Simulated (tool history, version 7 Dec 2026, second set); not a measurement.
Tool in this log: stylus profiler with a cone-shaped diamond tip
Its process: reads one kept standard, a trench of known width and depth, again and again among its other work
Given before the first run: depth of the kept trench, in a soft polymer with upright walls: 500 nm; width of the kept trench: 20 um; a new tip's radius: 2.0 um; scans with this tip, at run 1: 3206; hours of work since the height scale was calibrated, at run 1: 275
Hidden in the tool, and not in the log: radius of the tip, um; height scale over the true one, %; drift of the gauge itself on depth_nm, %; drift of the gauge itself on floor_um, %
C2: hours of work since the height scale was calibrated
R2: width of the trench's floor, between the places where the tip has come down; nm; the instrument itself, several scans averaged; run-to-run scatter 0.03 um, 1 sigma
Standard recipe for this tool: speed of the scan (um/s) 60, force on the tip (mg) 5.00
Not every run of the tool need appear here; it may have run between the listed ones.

Run 1, day 0.000: usual settings; scans with this tip 3206; C2 275. Result: depth of the trench (Å) 5113.8, R2 17260 nm.
Run 2, day 2.688: usual settings but speed of the scan (um/s) 22; scans with this tip 3729; C2 319. Result: depth of the trench (Å) 5116.1, R2 17290 nm.
Run 3, day 6.308: usual settings but speed of the scan (um/s) 22; scans with this tip 4434; C2 380. Result: depth of the trench (Å) 5110.4, R2 17270 nm.
Run 4, day 10.275: usual settings but speed of the scan (um/s) 22, force on the tip (mg) 5.04; scans with this tip 5205; C2 446. Result: depth of the trench (Å) 5114.0, R2 17310 nm.
Run 5, day 12.192: usual settings but speed of the scan (um/s) 71; scans with this tip 5578; C2 478. Result: depth of the trench (Å) 5112.8, R2 17210 nm.
Run 6, day 15.550: usual settings but speed of the scan (um/s) 71; scans with this tip 6232; C2 534. Result: depth of the trench (Å) 5113.4, R2 17210 nm.
Run 7, day 18.258: usual settings but speed of the scan (um/s) 71; scans with this tip 6759; C2 579. Result: depth of the trench (Å) 5114.0, R2 17150 nm.
Run 8, day 21.067: usual settings but speed of the scan (um/s) 71; scans with this tip 7305; C2 626. Result: depth of the trench (Å) 5111.4, R2 17130 nm.
Run 9, day 23.712: usual settings but speed of the scan (um/s) 50; scans with this tip 7820; C2 670. Result: depth of the trench (Å) 5110.7, R2 17150 nm.
Run 10, day 26.942: usual settings but speed of the scan (um/s) 50; scans with this tip 8448; C2 724. Result: depth of the trench (Å) 5113.7, R2 17260 nm.
Run 11, day 28.967: usual settings but speed of the scan (um/s) 50; scans with this tip 8843; C2 758. Result: depth of the trench (Å) 5114.6, R2 17240 nm.
Run 12, day 33.025: usual settings; scans with this tip 9632; C2 825. Result: depth of the trench (Å) 5112.2, R2 17210 nm.
Run 13, day 35.117: usual settings; scans with this tip 10039; C2 860. Result: depth of the trench (Å) 5111.9, R2 17180 nm.
Run 14, day 39.596: usual settings; scans with this tip 10911; C2 935. Result: depth of the trench (Å) 5111.6, R2 17210 nm.
Run 15, day 42.338: usual settings but speed of the scan (um/s) 17; scans with this tip 11444; C2 980. Result: depth of the trench (Å) 5111.4, R2 17360 nm.
Run 16, day 44.392: usual settings but speed of the scan (um/s) 17; scans with this tip 11845; C2 1015. Result: depth of the trench (Å) 5113.2, R2 17340 nm.
Run 17, day 48.871: usual settings but speed of the scan (um/s) 17; scans with this tip 12716; C2 1089. Result: depth of the trench (Å) 5110.7, R2 17290 nm.
Run 18, day 53.167: usual settings but speed of the scan (um/s) 64; scans with this tip 13552; C2 1161. Result: depth of the trench (Å) 5111.4, R2 17260 nm.
Run 19, day 57.233: usual settings but speed of the scan (um/s) 64; scans with this tip 14343; C2 1229. Result: depth of the trench (Å) 5113.5, R2 17170 nm.
Run 20, day 61.362: usual settings but speed of the scan (um/s) 64; scans with this tip 15146; C2 1298. Result: depth of the trench (Å) 5114.6, R2 17230 nm.
Run 21, day 64.938: usual settings but speed of the scan (um/s) 64; scans with this tip 15843; C2 1357. Result: depth of the trench (Å) 5113.2, R2 17210 nm.
Run 22, day 67.508: usual settings but speed of the scan (um/s) 64; scans with this tip 16343; C2 1400. Result: depth of the trench (Å) 5112.6, R2 17180 nm.
Run 23, day 70.871: usual settings but speed of the scan (um/s) 93; scans with this tip 16997; C2 1456. Result: depth of the trench (Å) 5112.8, R2 17140 nm.
Run 24, day 75.379: usual settings but speed of the scan (um/s) 24, force on the tip (mg) 4.93; scans with this tip 17875; C2 1531. Result: depth of the trench (Å) 5111.0, R2 17270 nm.
At day 76.808: height scale calibrated on a step standard.
Run 25, day 79.800: usual settings but speed of the scan (um/s) 24, force on the tip (mg) 2.69; scans with this tip 18730; C2 50. Result: depth of the trench (Å) 5075.3, R2 17250 nm.
Run 26, day 84.479: usual settings but speed of the scan (um/s) 24, force on the tip (mg) 2.69; scans with this tip 19641; C2 128. Result: depth of the trench (Å) 5073.3, R2 17280 nm.
At day 87.442: new tip fitted, height scale calibrated.
Run 27, day 87.550: usual settings but speed of the scan (um/s) 42, force on the tip (mg) 14.92; scans with this tip 21; C2 2. Result: depth of the trench (Å) 5234.1, R2 17260 nm.
Run 28, day 90.367: usual settings but speed of the scan (um/s) 141, force on the tip (mg) 5.55; scans with this tip 568; C2 49. Result: depth of the trench (Å) 5120.1, R2 17070 nm.
Run 29, day 94.700: usual settings but speed of the scan (um/s) 141, force on the tip (mg) 5.55; scans with this tip 1412; C2 121. Result: depth of the trench (Å) 5119.4, R2 17080 nm.
Run 30, day 98.550: usual settings but speed of the scan (um/s) 41, force on the tip (mg) 2.75; scans with this tip 2161; C2 185. Result: depth of the trench (Å) 5074.7, R2 17220 nm.
Run 31, day 101.933: usual settings but speed of the scan (um/s) 150, force on the tip (mg) 2.37; scans with this tip 2820; C2 242. Result: depth of the trench (Å) 5067.6, R2 16920 nm.
Run 32, day 104.417: usual settings but speed of the scan (um/s) 24, force on the tip (mg) 2.61; scans with this tip 3302; C2 283. Result: depth of the trench (Å) 5072.6, R2 17310 nm.
Run 33, day 107.117: usual settings but speed of the scan (um/s) 24, force on the tip (mg) 2.61; scans with this tip 3828; C2 328. Result: depth of the trench (Å) 5069.3, R2 17290 nm.
Run 34, day 110.042: usual settings but speed of the scan (um/s) 24, force on the tip (mg) 2.61; scans with this tip 4397; C2 377. Result: depth of the trench (Å) 5071.5, R2 17270 nm.
Run 35, day 113.062: usual settings but speed of the scan (um/s) 132, force on the tip (mg) 7.61; scans with this tip 4985; C2 427. Result: depth of the trench (Å) 5148.3, R2 17150 nm.
Run 36, day 117.700: usual settings but force on the tip (mg) 7.46; scans with this tip 5888; C2 504. Result: depth of the trench (Å) 5145.5, R2 17230 nm.
Run 37, day 121.412: usual settings but speed of the scan (um/s) 122, force on the tip (mg) 7.46; scans with this tip 6610; C2 566. Result: depth of the trench (Å) 5148.4, R2 17130 nm.
Run 38, day 124.008: usual settings but speed of the scan (um/s) 17, force on the tip (mg) 3.64; scans with this tip 7115; C2 610. Result: depth of the trench (Å) 5092.0, R2 17310 nm.
Run 39, day 127.758: usual settings but speed of the scan (um/s) 25, force on the tip (mg) 7.90; scans with this tip 7845; C2 672. Result: depth of the trench (Å) 5152.6, R2 17260 nm.
Run 40, day 130.621: usual settings but speed of the scan (um/s) 19, force on the tip (mg) 5.55; scans with this tip 8402; C2 720. Result: depth of the trench (Å) 5120.6, R2 17340 nm.
Run 41, day 134.883: usual settings but speed of the scan (um/s) 170, force on the tip (mg) 2.03; scans with this tip 9232; C2 791. Result: depth of the trench (Å) 5060.2, R2 16780 nm.
Run 42, day 138.304: usual settings but speed of the scan (um/s) 170, force on the tip (mg) 2.03; scans with this tip 9897; C2 848. Result: depth of the trench (Å) 5064.0, R2 16730 nm.
Run 43, day 140.938: usual settings but speed of the scan (um/s) 67, force on the tip (mg) 4.47; scans with this tip 10410; C2 892. Result: depth of the trench (Å) 5105.7, R2 17200 nm.
Run 44, day 145.483: usual settings but speed of the scan (um/s) 150, force on the tip (mg) 4.47; scans with this tip 11294; C2 968. Result: depth of the trench (Å) 5102.9, R2 17020 nm.
Run 45, day 148.258: usual settings but speed of the scan (um/s) 150, force on the tip (mg) 4.47; scans with this tip 11834; C2 1014. Result: depth of the trench (Å) 5104.2, R2 17010 nm.
Run 46, day 151.579: usual settings but speed of the scan (um/s) 181, force on the tip (mg) 14.23; scans with this tip 12480; C2 1069. Result: depth of the trench (Å) 5222.7, R2 17170 nm.

Forecast each of these 4 alternatives for the next run:
Run A, day 154.350: usual settings but speed of the scan (um/s) 134, force on the tip (mg) 14.78; scans with this tip 13019; C2 1115. Result: depth of the trench (Å) ?, R2 ?.
Run B, day 154.350: usual settings but speed of the scan (um/s) 53, force on the tip (mg) 7.52; scans with this tip 13019; C2 1115. Result: depth of the trench (Å) ?, R2 ?.
Run C, day 154.350: usual settings but speed of the scan (um/s) 35, force on the tip (mg) 9.06; scans with this tip 13019; C2 1115. Result: depth of the trench (Å) ?, R2 ?.
Run D, day 154.350: usual settings but speed of the scan (um/s) 119, force on the tip (mg) 14.23; scans with this tip 13019; C2 1115. Result: depth of the trench (Å) ?, R2 ?.

run  depth of the trench (Å)     R2
  A                   5231.2  17190
  B                   5150.3  17280
  C                   5170.0  17290
  D                   5223.5  17200
Without the tool's unlogged condition, the same runs would have read:
run  depth of the trench (Å)     R2
  A                   5230.4  17210
  B                   5149.6  17300
  C                   5169.2  17310
  D                   5222.7  17220

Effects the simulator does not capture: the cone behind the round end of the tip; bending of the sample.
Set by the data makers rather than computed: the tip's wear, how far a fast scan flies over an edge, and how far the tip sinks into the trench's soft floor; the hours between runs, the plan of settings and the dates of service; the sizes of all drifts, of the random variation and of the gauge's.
